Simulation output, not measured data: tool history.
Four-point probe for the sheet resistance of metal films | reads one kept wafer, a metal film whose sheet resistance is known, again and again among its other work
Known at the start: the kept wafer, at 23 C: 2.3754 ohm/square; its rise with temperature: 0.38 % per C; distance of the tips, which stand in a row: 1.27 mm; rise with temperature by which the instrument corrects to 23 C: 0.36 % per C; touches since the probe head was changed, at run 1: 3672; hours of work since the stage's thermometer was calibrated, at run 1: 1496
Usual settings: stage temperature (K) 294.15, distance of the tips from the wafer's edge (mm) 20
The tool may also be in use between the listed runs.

run     day  stage temperature (K)  distance of the tips from the wafer's edge (mm)  touches since the probe head was changed  hours of work since the stage's thermometer was calibrated  sheet resistance as the instrument gives it (ohm/square)
  1   0.000                 294.15                                               20                                      3672                                                        1496                                                  2.371051
      2.083  -- stage's thermometer calibrated
  2   2.083                 292.15                                               20                                      4466                                                           0                                                  2.373051
  3   4.654                 292.15                                               20                                      5455                                                          43                                                  2.373712
  4   7.442                 292.15                                               20                                      6528                                                          90                                                  2.372729
  5   9.021                 292.15                                               20                                      7135                                                         116                                                  2.372858
  6  11.125                 294.15                                               32                                      7945                                                         152                                                  2.370827
  7  13.312                 294.15                                               32                                      8786                                                         189                                                  2.369908
  8  15.775                 294.15                                                5                                      9733                                                         230                                                  2.448313
  9  17.429                 305.15                                                5                                     10369                                                         258                                                  2.452121
 10  19.800                 294.15                                               20                                     11281                                                         297                                                  2.373178
 11  22.258                 298.15                                               20                                     12228                                                         339                                                  2.374438
 12  24.896                 299.15                                               20                                     13243                                                         383                                                  2.375849
 13  27.242                 299.15                                               20                                     14144                                                         422                                                  2.375066
 14  29.754                 299.15                                               20                                     15111                                                         464                                                  2.374917
 15  31.796                 294.15                                                5                                     15897                                                         499                                                  2.446837
 16  34.225                 294.15                                                7                                     16831                                                         540                                                  2.409085
 17  36.788                 294.15                                                7                                     17818                                                         583                                                  2.408460
 18  38.325                 294.15                                                7                                     18408                                                         608                                                  2.408203
 19  40.254                 294.15                                                7                                     19151                                                         641                                                  2.408011
 20  42.121                 294.15                                                7                                     19869                                                         672                                                  2.407125
 21  44.683                 294.15                                               20                                     20854                                                         715                                                  2.371630
 22  46.154                 294.15                                               20                                     21421                                                         740                                                  2.372820
 23  48.988                 306.15                                               20                                     22511                                                         787                                                  2.376438
 24  50.946                 306.15                                               20                                     23263                                                         820                                                  2.376902
 25  54.025                 293.15                                                9                                     24448                                                         872                                                  2.391305
 26  55.346                 293.15                                                9                                     24957                                                         894                                                  2.391196
 27  56.667                 300.15                                               31                                     25465                                                         916                                                  2.370552
 28  58.562                 300.15                                               31                                     26194                                                         948                                                  2.370335
 29  60.192                 300.15                                                6                                     26820                                                         975                                                  2.424434
 30  62.554                 300.15                                                6                                     27730                                                        1015                                                  2.424310
 31  64.667                 294.15                                               13                                     28542                                                        1051                                                  2.377129

The next listed run, before its measurement:
 32  66.617                 294.15                                               13                                     29292                                                        1083                                                         ?

sheet resistance as the instrument gives it (ohm/square): 2.377143
Without the tool's hidden state the same run would have given sheet resistance as the instrument gives it (ohm/square) 2.386196.
